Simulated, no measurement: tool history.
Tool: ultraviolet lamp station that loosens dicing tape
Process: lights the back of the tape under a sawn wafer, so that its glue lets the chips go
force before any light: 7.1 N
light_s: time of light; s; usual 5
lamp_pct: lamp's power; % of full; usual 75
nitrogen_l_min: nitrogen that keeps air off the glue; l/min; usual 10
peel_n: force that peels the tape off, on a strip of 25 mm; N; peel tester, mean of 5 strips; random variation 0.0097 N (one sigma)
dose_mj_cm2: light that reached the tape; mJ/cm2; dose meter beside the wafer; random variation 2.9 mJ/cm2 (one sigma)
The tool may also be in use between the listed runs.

run	hour	light_s	lamp_pct	nitrogen_l_min	peel_n	dose_mj_cm2
1	0.0	5	75	10	0.486	369
2	9.0	5	75	10	0.481	374
3	15.7	5	75	10	0.504	369
4	21.9	5	75	10	0.518	369
5	31.4	5	75	10	0.521	365
6	40.1	5	75	10	0.531	369
7	44.7	5	75	10	0.527	367
8	51.3	5	75	10	0.519	366
9	59.6	7	75	10	0.291	512
10	68.0	7	75	10	0.266	514
11	76.3	7	75	10	0.283	511
12	86.7	6	75	10	0.364	440
13	96.1	5	75	10	0.532	362
14	103.7	5	75	10	0.534	362
15	114.1	5	75	10	0.529	359
16	120.6	5	75	10	0.538	363
17	127.7	5	75	10	0.553	357
18	135.8	5	75	10	0.540	361
19	145.5	5	75	10	0.531	357
20	152.8	5	75	10	0.524	358
21	162.9	10	75	9	0.204	710
22	168.7	3	75	12	1.314	212
23	177.9	2	75	4	3.135	144
# hour 179.1: window cleaned of glue's vapour
24	186.3	2	70	14	2.473	126
25	190.6	8	62	11	0.363	438
26	200.8	4	93	3	1.125	329
27	208.1	4	73	5	1.404	256
28	215.3	4	73	5	1.320	254
29	223.9	2	73	6	2.867	128
# hour 227.2: window cleaned of glue's vapour, once more
30	232.7	2	73	6	2.412	158
31	237.4	2	62	6	2.871	131
32	246.8	4	79	4	0.976	336
33	256.4	4	79	4	0.969	333
34	265.2	4	79	4	0.991	337
35	272.2	3	83	4	1.414	262
36	277.0	3	83	4	1.466	262
37	282.8	3	85	5	1.271	269

The next listed run, before its measurement:
38	291.6	6	83	3	?	?

peel_n: 0.472 N
dose_mj_cm2: 526 mJ/cm2
Without the tool's hidden state the same run would have given peel_n 0.435 N, dose_mj_cm2 549 mJ/cm2.
